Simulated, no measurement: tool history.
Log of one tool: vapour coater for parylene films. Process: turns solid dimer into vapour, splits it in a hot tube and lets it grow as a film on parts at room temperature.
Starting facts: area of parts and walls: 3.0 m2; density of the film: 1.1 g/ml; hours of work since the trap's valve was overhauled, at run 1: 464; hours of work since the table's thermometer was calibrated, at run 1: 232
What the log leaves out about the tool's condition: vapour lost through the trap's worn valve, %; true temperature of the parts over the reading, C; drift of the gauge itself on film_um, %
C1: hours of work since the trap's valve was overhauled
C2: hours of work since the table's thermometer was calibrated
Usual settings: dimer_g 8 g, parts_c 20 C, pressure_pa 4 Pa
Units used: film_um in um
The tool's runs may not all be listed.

Run 1, hour 0.0: usual settings; C1 464; C2 232. Result: film_um 1.37 um.
Run 2, hour 40.4: usual settings but dimer_g 13 g; C1 489; C2 257. Result: film_um 2.20 um.
Run 3, hour 59.5: usual settings but dimer_g 13 g; C1 501; C2 268. Result: film_um 2.21 um.
Run 4, hour 105.3: usual settings but dimer_g 13 g; C1 529; C2 297. Result: film_um 2.17 um.
Run 5, hour 144.0: usual settings but dimer_g 6 g; C1 553; C2 321. Result: film_um 0.99 um.
Run 6, hour 181.2: usual settings but dimer_g 6 g; C1 576; C2 344. Result: film_um 0.96 um.
Run 7, hour 210.4: usual settings but parts_c 31 C; C1 594; C2 362. Result: film_um 1.04 um.

For run 8, what comes out?
At hour 243.1: trap's valve overhauled.
Run 8, hour 247.3: usual settings but parts_c 31 C; C1 3; C2 382. Result: film_um ?.

{"run 8": {"film_um": 1.22}}
If the tool had no hidden condition, the same run with the same run-to-run variation would have returned film_um 1.23 um.

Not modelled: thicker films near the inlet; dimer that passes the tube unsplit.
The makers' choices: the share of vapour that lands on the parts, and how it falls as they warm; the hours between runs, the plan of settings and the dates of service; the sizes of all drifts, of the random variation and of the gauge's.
